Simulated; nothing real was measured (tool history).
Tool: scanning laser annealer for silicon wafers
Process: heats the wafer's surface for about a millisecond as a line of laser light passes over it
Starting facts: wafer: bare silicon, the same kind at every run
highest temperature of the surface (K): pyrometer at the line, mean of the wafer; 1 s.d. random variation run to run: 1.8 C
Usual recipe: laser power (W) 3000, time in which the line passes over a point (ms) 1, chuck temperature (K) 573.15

| run | hour | laser power (W) | time in which the line passes over a point (ms) | chuck temperature (K) | highest temperature of the surface (K) |
|---|---|---|---|---|---|
| 1 | 0 | 3000 | 1 | 573.15 | 1231.15 |
|  | 17.1 | window over the wafer cleaned |
| 2 | 40.7 | 3000 | 1 | 573.15 | 1273.15 |
| 3 | 88.7 | 3151 | 1 | 573.15 | 1311.15 |
| 4 | 136 | 3151 | 1 | 573.15 | 1311.15 |
| 5 | 162.6 | 3151 | 1 | 573.15 | 1304.15 |
| 6 | 187.7 | 3109 | 1 | 573.15 | 1294.15 |
| 7 | 224.1 | 3000 | 0.84 | 573.15 | 1207.15 |
| 8 | 254.3 | 3000 | 0.84 | 573.15 | 1203.15 |
| 9 | 284 | 3000 | 0.84 | 573.15 | 1200.15 |
| 10 | 308.9 | 3004 | 1 | 573.15 | 1254.15 |
| 11 | 332 | 3004 | 0.92 | 573.15 | 1222.15 |
| 12 | 369.9 | 3004 | 0.92 | 573.15 | 1224.15 |
| 13 | 414.5 | 3000 | 1 | 573.15 | 1243.15 |
| 14 | 450.5 | 3000 | 1 | 573.15 | 1241.15 |
| 15 | 474.2 | 3000 | 1 | 573.15 | 1238.15 |
| 16 | 505.1 | 3000 | 1 | 573.15 | 1233.15 |
| 17 | 534.7 | 3000 | 1 | 573.15 | 1231.15 |
| 18 | 561.3 | 2881 | 1 | 573.15 | 1201.15 |
| 19 | 582.6 | 3000 | 1 | 573.15 | 1229.15 |
| 20 | 622.4 | 3000 | 1 | 573.15 | 1225.15 |
|  | 633.3 | window over the wafer cleaned |
| 21 | 672.1 | 3244 | 1 | 573.15 | 1338.15 |
| 22 | 706.6 | 3244 | 1 | 573.15 | 1330.15 |
| 23 | 730.5 | 3244 | 1 | 573.15 | 1329.15 |
| 24 | 772.3 | 3204 | 1.07 | 573.15 | 1339.15 |
| 25 | 795.9 | 2879 | 1.01 | 596.15 | 1250.15 |
| 26 | 833.8 | 2879 | 1.01 | 596.15 | 1248.15 |
| 27 | 879.4 | 2879 | 1.01 | 596.15 | 1245.15 |
| 28 | 905.2 | 3000 | 1.23 | 573.15 | 1317.15 |
| 29 | 928 | 3000 | 1.23 | 573.15 | 1314.15 |
| 30 | 971.6 | 2828 | 0.92 | 584.15 | 1185.15 |
| 31 | 1004.8 | 2975 | 1.07 | 566.15 | 1247.15 |
| 32 | 1034.1 | 3175 | 0.79 | 579.15 | 1218.15 |
| 33 | 1058.7 | 2835 | 1 | 573.15 | 1193.15 |
| 34 | 1103.2 | 3234 | 1 | 565.15 | 1284.15 |
| 35 | 1124 | 2617 | 1.11 | 595.15 | 1180.15 |
| 36 | 1164.9 | 2617 | 1.11 | 595.15 | 1177.15 |

What will run 37 give?
| 37 | 1204.9 | 2617 | 1.11 | 595.15 | ? |

Run 37 gave highest temperature of the surface (K) 1175.15.
With no hidden state in the tool, this same run would have given highest temperature of the surface (K) 1237.15.
